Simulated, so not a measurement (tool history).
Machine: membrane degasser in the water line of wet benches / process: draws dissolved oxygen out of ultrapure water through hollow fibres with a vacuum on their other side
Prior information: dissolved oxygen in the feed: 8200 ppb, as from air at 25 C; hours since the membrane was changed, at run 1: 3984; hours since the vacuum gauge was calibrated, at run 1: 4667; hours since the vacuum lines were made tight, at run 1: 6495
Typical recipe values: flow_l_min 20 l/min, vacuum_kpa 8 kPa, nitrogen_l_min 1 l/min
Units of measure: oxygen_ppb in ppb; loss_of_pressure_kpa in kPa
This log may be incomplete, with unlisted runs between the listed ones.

run,hour,flow_l_min,vacuum_kpa,nitrogen_l_min,hours since the membrane was changed,hours since the vacuum gauge was calibrated,hours since the vacuum lines were made tight,oxygen_ppb,loss_of_pressure_kpa
1,0,20,8,1,3984,4667,6495,324.7,58.25
2,149.7,20,8,1,4134,4817,6645,331.5,58.36
3,245.7,20,8,0.83,4230,4913,6741,360.1,58.14
4,394.9,22,8,0.83,4379,5062,6890,415,64.34
5,520.4,20,8,1,4504,5187,7016,329.8,58.1
6,596.7,25,8,1,4581,5264,7092,461,72.62
7,760.9,20,4.89,1,4745,5428,7256,196.6,57.88
# hour 785.3: vacuum gauge calibrated
8,900.3,20,8,1,4884,115,7395,331.7,58.62
9,972.2,20,8,1,4956,187,7467,326,58.69
10,1063,20,8,1,5046,278,7558,325.1,58.75
11,1215.4,20,8,1,5199,430,7710,335.9,58.42
12,1378.7,20,8,1,5362,593,7873,327.8,58.85
13,1520.1,12,8,1,5503,735,8015,161.6,35.29
14,1679.9,20,8,0.44,5663,895,8175,518.2,58.59
15,1770.4,20,8,0.68,5754,985,8265,406.5,58.57
16,1905.3,20,8,1.9,5889,1120,8400,241.8,58.78
17,2005.5,15,5.8,1.9,5989,1220,8500,103.2,43.81
18,2077.5,23,6.79,1,6061,1292,8572,355.5,67.53
19,2161.7,15,8,0.85,6145,1376,8656,242.7,44.01
20,2244.8,15,8,0.85,6228,1459,8739,245.7,43.93
21,2365.2,17,11.89,1.32,6349,1580,8860,332.7,50.06
22,2435.9,20,11.01,1.06,6419,1651,8931,439.8,58.62
23,2509.7,20,11.01,1.06,6493,1724,9004,436,58.93
24,2656.7,25,7.66,1,6640,1871,9151,445.4,73.78
25,2792.4,25,7.66,1,6776,2007,9287,452.6,73.72
26,2959.2,12,12.45,2.9,6943,2174,9454,120.7,35.14
27,3106.8,12,12.45,2.9,7090,2322,9602,120.3,35.14
28,3209.9,16,11.05,0.55,7193,2425,9705,531,46.96
29,3312.8,22,19.4,1.52,7296,2527,9808,671.7,64.73
30,3385.7,18,10.45,1.11,7369,2600,9880,355.7,53
# hour 3430.1: seals of the vacuum lines changed
31,3462.9,18,10.45,1.11,7444,2676,33,351.1,52.9

Take each entry between the runs: how does the hidden state at the last listed run before it differ from the hidden state at the first listed run after it?
From run 7 to run 8: vacuum gauge calibrated (hour 785.3)
  membrane still open, %: 98.6 -> 98.5; true pressure behind the membrane over the reading, kPa: 0.01 -> 0; air that leaks in behind the membrane, l/min: 0.0118 -> 0.012
  measured result minus the result with no hidden state, oxygen_ppb: +8.2 -> +8.6 ppb; loss_of_pressure_kpa: +0.83 -> +0.86 kPa
From run 30 to run 31: seals of the vacuum lines changed (hour 3430.1)
  air that leaks in behind the membrane, l/min: 0.0154 -> 0.003
  measured result minus the result with no hidden state, oxygen_ppb: +12.9 -> +9.7 ppb; loss_of_pressure_kpa: +1.16 -> +1.18 kPa
